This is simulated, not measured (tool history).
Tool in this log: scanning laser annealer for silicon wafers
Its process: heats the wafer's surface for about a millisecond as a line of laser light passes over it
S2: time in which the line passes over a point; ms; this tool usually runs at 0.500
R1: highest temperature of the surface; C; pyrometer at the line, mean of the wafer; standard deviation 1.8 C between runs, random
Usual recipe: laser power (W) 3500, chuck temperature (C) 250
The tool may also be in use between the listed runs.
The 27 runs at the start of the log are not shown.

run 28 hour=1275.8 | laser_power_(W)=3278 S2=0.594 chuck_temperature_(C)=277 | R1=1094
run 29 hour=1329.4 | laser_power_(W)=3278 S2=0.455 chuck_temperature_(C)=277 | R1=974
run 30 hour=1365.8 | laser_power_(W)=3500 S2=0.502 chuck_temperature_(C)=288 | R1=1086
run 31 hour=1404.3 | laser_power_(W)=3500 S2=0.439 chuck_temperature_(C)=250 | R1=986
run 32 hour=1456.8 | laser_power_(W)=3143 S2=0.500 chuck_temperature_(C)=286 | R1=975
run 33 hour=1493.9 | laser_power_(W)=3001 S2=0.455 chuck_temperature_(C)=286 | R1=902
run 34 hour=1537.4 | laser_power_(W)=3701 S2=0.362 chuck_temperature_(C)=289 | R1=986
run 35 hour=1574.3 | laser_power_(W)=3824 S2=0.513 chuck_temperature_(C)=245 | R1=1134

Estimate the outcome of run 36 from the log above:
run 36 hour=1615.2 | laser_power_(W)=3824 S2=0.513 chuck_temperature_(C)=245 | R1=?

Run 36 yielded R1 1129 C.
With the hidden condition absent and the run-to-run variation left alone, this run would have shown R1 1179 C.
